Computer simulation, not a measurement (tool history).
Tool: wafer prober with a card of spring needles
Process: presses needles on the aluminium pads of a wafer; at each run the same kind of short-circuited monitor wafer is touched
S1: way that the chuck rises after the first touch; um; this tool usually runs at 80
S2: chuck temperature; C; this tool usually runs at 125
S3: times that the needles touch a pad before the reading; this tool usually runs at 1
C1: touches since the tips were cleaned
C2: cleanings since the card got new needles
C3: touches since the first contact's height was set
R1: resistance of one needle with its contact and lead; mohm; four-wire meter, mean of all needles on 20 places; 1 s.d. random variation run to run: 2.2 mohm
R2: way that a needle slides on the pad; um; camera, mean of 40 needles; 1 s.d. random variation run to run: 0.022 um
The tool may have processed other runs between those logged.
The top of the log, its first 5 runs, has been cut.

{"hour": 103.7, "done": "tips cleaned on abrasive film"}
{"run": 6, "hour": 107.8, "S1": 63, "S2": 125, "S3": 1, "C1": 1456, "C2": 34, "C3": 84334, "R1": 251, "R2": 14.3}
{"hour": 126.5, "done": "tips cleaned on abrasive film"}
{"run": 7, "hour": 126.5, "S1": 68, "S2": 125, "S3": 1, "C1": 0, "C2": 35, "C3": 90819, "R1": 247, "R2": 15.4}
{"run": 8, "hour": 142.0, "S1": 68, "S2": 125, "S3": 1, "C1": 5453, "C2": 35, "C3": 96272, "R1": 249, "R2": 15.44}
{"hour": 151.2, "done": "tips cleaned on abrasive film"}
{"run": 9, "hour": 160.5, "S1": 80, "S2": 45, "S3": 1, "C1": 3234, "C2": 36, "C3": 102696, "R1": 222, "R2": 18.16}
{"hour": 174.5, "done": "tips cleaned on abrasive film"}
{"run": 10, "hour": 174.5, "S1": 80, "S2": 125, "S3": 1, "C1": 0, "C2": 37, "C3": 107590, "R1": 245, "R2": 18.17}
{"hour": 198.0, "done": "tips cleaned on abrasive film"}
{"run": 11, "hour": 198.0, "S1": 80, "S2": 125, "S3": 1, "C1": 0, "C2": 38, "C3": 115774, "R1": 242, "R2": 18.17}
{"run": 12, "hour": 210.3, "S1": 80, "S2": 125, "S3": 1, "C1": 4326, "C2": 38, "C3": 120100, "R1": 240, "R2": 18.15}
{"hour": 222.8, "done": "tips cleaned on abrasive film"}
{"run": 13, "hour": 230.5, "S1": 80, "S2": 125, "S3": 1, "C1": 2692, "C2": 39, "C3": 127126, "R1": 241, "R2": 18.2}
{"hour": 246.2, "done": "tips cleaned on abrasive film"}
{"run": 14, "hour": 253.3, "S1": 80, "S2": 125, "S3": 1, "C1": 2495, "C2": 40, "C3": 135086, "R1": 244, "R2": 18.21}
{"hour": 270.2, "done": "tips cleaned on abrasive film"}
{"run": 15, "hour": 274.9, "S1": 80, "S2": 125, "S3": 1, "C1": 1649, "C2": 41, "C3": 142603, "R1": 243, "R2": 18.24}
{"hour": 292.9, "done": "tips cleaned on abrasive film"}
{"run": 16, "hour": 299.6, "S1": 80, "S2": 125, "S3": 1, "C1": 2335, "C2": 42, "C3": 151213, "R1": 244, "R2": 18.25}
{"run": 17, "hour": 310.9, "S1": 80, "S2": 125, "S3": 1, "C1": 6313, "C2": 42, "C3": 155191, "R1": 242, "R2": 18.22}
{"hour": 315.7, "done": "tips cleaned on abrasive film"}
{"run": 18, "hour": 334.9, "S1": 80, "S2": 125, "S3": 1, "C1": 6728, "C2": 43, "C3": 163562, "R1": 240, "R2": 18.21}
{"hour": 339.4, "done": "tips cleaned on abrasive film"}
{"run": 19, "hour": 356.7, "S1": 80, "S2": 117, "S3": 3, "C1": 6069, "C2": 44, "C3": 171162, "R1": 244, "R2": 18.19}
{"hour": 362.4, "done": "tips cleaned on abrasive film"}
{"run": 20, "hour": 375.6, "S1": 80, "S2": 125, "S3": 1, "C1": 4629, "C2": 45, "C3": 177759, "R1": 239, "R2": 18.21}
{"hour": 385.8, "done": "tips cleaned on abrasive film"}
{"run": 21, "hour": 400.4, "S1": 80, "S2": 125, "S3": 1, "C1": 5102, "C2": 46, "C3": 186403, "R1": 245, "R2": 18.25}

What will run 22 give?
{"hour": 409.5, "done": "tips cleaned on abrasive film"}
{"run": 22, "hour": 421.1, "S1": 80, "S2": 26, "S3": 3, "C1": 4065, "C2": 47, "C3": 193613, "R1": "?", "R2": "?"}

Run 22 yielded R1 215 mohm, R2 18.23 um.
With no hidden state in the tool, this same run would have given R1 215 mohm, R2 18.08 um.

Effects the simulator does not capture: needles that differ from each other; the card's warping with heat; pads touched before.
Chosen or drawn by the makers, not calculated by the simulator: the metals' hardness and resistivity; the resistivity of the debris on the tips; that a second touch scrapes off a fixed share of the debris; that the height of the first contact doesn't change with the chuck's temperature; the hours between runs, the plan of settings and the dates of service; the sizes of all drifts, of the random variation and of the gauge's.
